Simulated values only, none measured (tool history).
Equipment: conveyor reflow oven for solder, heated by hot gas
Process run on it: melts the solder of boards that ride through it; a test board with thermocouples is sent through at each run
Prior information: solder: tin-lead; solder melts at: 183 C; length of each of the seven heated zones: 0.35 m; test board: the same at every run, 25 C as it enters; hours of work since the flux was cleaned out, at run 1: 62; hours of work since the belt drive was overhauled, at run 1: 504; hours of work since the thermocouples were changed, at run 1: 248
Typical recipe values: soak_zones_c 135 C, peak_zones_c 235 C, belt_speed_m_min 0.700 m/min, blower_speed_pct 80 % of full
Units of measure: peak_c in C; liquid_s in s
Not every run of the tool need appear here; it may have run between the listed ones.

| run | hour | soak_zones_c | peak_zones_c | belt_speed_m_min | blower_speed_pct | hours of work since the flux was cleaned out | hours of work since the belt drive was overhauled | hours of work since the thermocouples were changed | peak_c | liquid_s |
|---|---|---|---|---|---|---|---|---|---|---|
| 1 | 0.0 | 135 | 235 | 0.700 | 80 | 62 | 504 | 248 | 221.0 | 47.36 |
| 2 | 20.6 | 135 | 235 | 0.700 | 80 | 72 | 514 | 258 | 220.8 | 47.26 |
| 3 | 41.2 | 135 | 235 | 0.700 | 80 | 82 | 524 | 268 | 220.7 | 47.22 |
| 4 | 72.7 | 135 | 235 | 0.700 | 80 | 97 | 539 | 283 | 220.5 | 47.19 |
| 5 | 108.9 | 135 | 235 | 0.700 | 80 | 114 | 556 | 300 | 220.9 | 47.25 |
| 6 | 139.6 | 148 | 235 | 0.700 | 80 | 129 | 571 | 315 | 222.5 | 51.86 |
| 7 | 171.3 | 135 | 235 | 0.700 | 80 | 144 | 586 | 331 | 220.2 | 47.27 |
| 8 | 204.7 | 135 | 235 | 0.700 | 80 | 161 | 603 | 347 | 220.6 | 47.24 |
| 9 | 235.9 | 127 | 235 | 0.700 | 80 | 176 | 618 | 362 | 219.3 | 44.68 |
| 10 | 259.4 | 127 | 235 | 0.700 | 80 | 187 | 629 | 373 | 219.1 | 44.38 |
| 11 | 287.5 | 129 | 227 | 0.640 | 80 | 200 | 642 | 387 | 214.4 | 47.10 |
|  | 310.0 | flux residue cleaned out of gas plates and filters |
| 12 | 313.3 | 129 | 227 | 0.640 | 80 | 2 | 652 | 397 | 215.0 | 47.66 |
| 13 | 342.3 | 135 | 235 | 0.590 | 80 | 16 | 666 | 411 | 225.1 | 59.65 |
| 14 | 359.0 | 135 | 235 | 0.700 | 80 | 24 | 675 | 419 | 220.9 | 47.56 |
| 15 | 398.7 | 135 | 235 | 0.684 | 67 | 43 | 694 | 438 | 219.2 | 47.60 |
| 16 | 434.5 | 138 | 245 | 0.700 | 80 | 60 | 711 | 455 | 229.7 | 52.51 |
| 17 | 470.5 | 135 | 233 | 0.700 | 80 | 77 | 728 | 472 | 218.7 | 46.50 |
| 18 | 494.2 | 123 | 243 | 0.700 | 80 | 89 | 740 | 484 | 225.8 | 47.32 |

Below are 4 alternative next runs, each starting from the tool's condition after run 18. Predict each:
| A | 514.3 | 138 | 244 | 0.819 | 80 | 99 | 749 | 494 | ? | ? |
| B | 514.3 | 133 | 243 | 0.700 | 80 | 99 | 749 | 494 | ? | ? |
| C | 514.3 | 123 | 243 | 0.727 | 80 | 99 | 749 | 494 | ? | ? |
| D | 514.3 | 144 | 243 | 0.700 | 52 | 99 | 749 | 494 | ? | ? |

| run | peak_c | liquid_s |
|---|---|---|
| A | 223.8 | 42.20 |
| B | 227.2 | 50.20 |
| C | 224.5 | 44.69 |
| D | 223.6 | 50.84 |
Take away the tool's hidden state, keep each run's random variation, and the runs would have read:
| run | peak_c | liquid_s |
|---|---|---|
| A | 224.7 | 41.78 |
| B | 228.2 | 49.65 |
| C | 225.4 | 44.27 |
| D | 224.4 | 50.23 |
